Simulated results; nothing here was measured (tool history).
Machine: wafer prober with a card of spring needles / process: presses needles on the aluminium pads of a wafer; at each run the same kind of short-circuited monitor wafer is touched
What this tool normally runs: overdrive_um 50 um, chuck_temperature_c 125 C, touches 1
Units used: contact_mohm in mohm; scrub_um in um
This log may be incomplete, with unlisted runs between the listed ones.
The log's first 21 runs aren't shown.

run     day  overdrive_um  chuck_temperature_c  touches  touches since the tips were cleaned  cleanings since the card got new needles  touches since the first contact's height was set  contact_mohm  scrub_um
     14.488  -- tips cleaned on abrasive film
 22  14.542            47                  112        3                                  418                                        30                                             41508           279      6.03
 23  15.108            47                  112        3                                 4830                                        30                                             45920           292      6.05
     15.158  -- tips cleaned on abrasive film
 24  15.638            50                  125        2                                 3765                                        31                                             50045           299      6.41
     15.808  -- tips cleaned on abrasive film
 25  16.108            41                   75        1                                 2344                                        32                                             53681           317      5.27
      16.45  -- tips cleaned on abrasive film
 26  16.567            41                   75        1                                  907                                        33                                             57207           301      5.25
 27  16.925            41                   62        3                                 3724                                        33                                             60024           288      5.25
     17.129  -- tips cleaned on abrasive film
 28  17.412            48                   31        1                                 2199                                        34                                             63768           293      6.15
     17.792  -- tips cleaned on abrasive film
 29  18.196            63                   31        1                                 3161                                        35                                             69878           276      8.07
     18.458  -- tips cleaned on abrasive film
 30  18.696            53                   61        1                                 1827                                        36                                             73716           290      6.79
 31  19.067            53                   61        1                                 4725                                        36                                             76614           296      6.79
     19.108  -- tips cleaned on abrasive film
     19.762  -- tips cleaned on abrasive film
 32  19.762            57                   44        3                                    0                                        38                                             81985           252      7.27
 33  20.308            50                   33        1                                 4261                                        38                                             86246           298      6.37

Predict each of these 3 candidate next runs independently; none follows another, all start after run 33:
     20.425  -- tips cleaned on abrasive film
  A  20.988            44                   69        2                                 4378                                        39                                             91507             ?         ?
     20.425  -- tips cleaned on abrasive film
  B  20.988            62                   27        3                                 4378                                        39                                             91507             ?         ?
     20.425  -- tips cleaned on abrasive film
  C  20.988            48                  114        3                                 4378                                        39                                             91507             ?         ?

run  contact_mohm  scrub_um
  A           297      5.57
  B           257      7.92
  C           292       6.1
Stripped of hidden state, with their random variation kept, the same runs would have yielded:
run  contact_mohm  scrub_um
  A           265      5.72
  B           246      8.06
  C           276      6.25

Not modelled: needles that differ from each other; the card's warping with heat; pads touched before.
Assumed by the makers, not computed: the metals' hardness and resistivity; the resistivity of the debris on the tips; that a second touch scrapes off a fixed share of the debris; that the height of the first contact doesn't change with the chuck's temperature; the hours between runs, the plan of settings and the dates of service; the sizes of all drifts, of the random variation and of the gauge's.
